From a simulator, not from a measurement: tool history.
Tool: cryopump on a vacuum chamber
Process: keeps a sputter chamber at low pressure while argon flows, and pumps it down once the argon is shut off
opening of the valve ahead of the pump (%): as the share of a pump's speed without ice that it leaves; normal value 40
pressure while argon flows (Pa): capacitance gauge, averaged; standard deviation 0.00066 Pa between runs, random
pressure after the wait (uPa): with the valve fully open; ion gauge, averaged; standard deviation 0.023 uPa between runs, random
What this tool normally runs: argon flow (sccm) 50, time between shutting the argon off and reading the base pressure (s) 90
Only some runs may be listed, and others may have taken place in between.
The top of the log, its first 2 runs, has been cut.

run,hour,argon flow (sccm),time between shutting the argon off and reading the base pressure (s),opening of the valve ahead of the pump (%),hours of work since the pump was warmed up and emptied,hours of work since the cold head was overhauled,hours of work since the chamber's fittings were tightened,pressure while argon flows (Pa),pressure after the wait (uPa)
3,93.9,50,90,28,200,2639,2912,0.1656,2.46
4,170.6,50,90,16,261,2699,2972,0.2861,2.64
5,230.5,50,110,40,308,2747,3020,0.1268,2.68
6,273.1,50,90,45,342,2781,3054,0.1159,2.85
# hour 309.6: pump warmed up, emptied and cooled again
7,344.6,50,90,45,28,2834,3107,0.1003,2.40
8,409.0,50,90,45,79,2885,3158,0.1021,2.48
9,461.5,50,90,45,121,2927,3200,0.1051,2.49
10,514.2,50,90,45,163,2968,3241,0.1063,2.62
11,560.1,50,90,45,199,3005,3278,0.1084,2.61
12,641.6,50,90,45,264,3070,3343,0.1120,2.89
13,693.1,50,44,45,305,3111,3383,0.1127,3.57
# hour 772.5: pump warmed up, emptied and cooled again
14,783.2,50,44,45,9,3178,3451,0.0994,3.14
15,847.6,50,44,45,60,3229,3502,0.1028,3.15
16,898.8,50,44,45,100,3270,3543,0.1028,3.19
# hour 928.4: leaking fittings of the chamber tightened, without venting
17,946.1,50,44,45,136,3306,14,0.1057,1.33
18,1016.8,50,66,16,193,3362,70,0.2833,0.95
19,1061.1,80,94,42,228,3397,105,0.1872,0.77
20,1112.6,37,98,24,269,3438,146,0.1465,0.83
21,1150.9,51,214,55,299,3469,177,0.0975,0.57
22,1226.2,51,24,54,359,3528,237,0.1025,2.44
# hour 1237.2: pump warmed up, emptied and cooled again
23,1314.9,22,26,39,62,3595,303,0.0517,2.24

For run 24, what comes out?
24,1355.7,22,109,28,94,3627,335,?,?

{"run 24": {"pressure while argon flows (Pa)": 0.0709, "pressure after the wait (uPa)": 0.82}}
With no hidden state in the tool, this same run would have given pressure while argon flows (Pa) 0.0681, pressure after the wait (uPa) 0.58.
